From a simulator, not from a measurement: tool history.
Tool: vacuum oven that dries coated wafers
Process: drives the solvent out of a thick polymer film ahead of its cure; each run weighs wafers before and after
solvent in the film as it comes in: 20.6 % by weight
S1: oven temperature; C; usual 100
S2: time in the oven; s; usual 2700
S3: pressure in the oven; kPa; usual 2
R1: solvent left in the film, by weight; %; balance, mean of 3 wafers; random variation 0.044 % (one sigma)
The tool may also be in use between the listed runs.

| run | hour | S1 | S2 | S3 | R1 |
|---|---|---|---|---|---|
| 1 | 0 | 100 | 2700 | 2 | 5.21 |
| 2 | 13.4 | 100 | 2700 | 2 | 5.19 |
| 3 | 31.5 | 100 | 2700 | 2 | 5.15 |
| 4 | 41.8 | 100 | 2700 | 2 | 5.2 |
| 5 | 62.4 | 100 | 2700 | 2 | 5.18 |
| 6 | 78 | 100 | 2700 | 2 | 5.24 |
| 7 | 88.2 | 100 | 1860 | 2 | 7.33 |
| 8 | 110.8 | 109 | 1860 | 2 | 3.9 |
| 9 | 121.9 | 87 | 2400 | 3 | 11.83 |
| 10 | 134.6 | 87 | 2400 | 3 | 11.74 |
| 11 | 149.9 | 87 | 2400 | 3 | 11.95 |
| 12 | 163.6 | 87 | 2400 | 3 | 11.87 |
| 13 | 179.8 | 87 | 2400 | 3 | 11.76 |
| 14 | 200.9 | 87 | 2400 | 3 | 11.87 |

Forecast each of these 3 alternatives for the next run:
| A | 222.8 | 100 | 2700 | 6.15 | ? |
| B | 222.8 | 87 | 2640 | 3 | ? |
| C | 222.8 | 101 | 2640 | 4.82 | ? |

| run | R1 |
|---|---|
| A | 8.08 |
| B | 11.43 |
| C | 6.83 |
Without the tool's hidden state the same runs would have given:
| run | R1 |
|---|---|
| A | 8.08 |
| B | 11.43 |
| C | 6.83 |
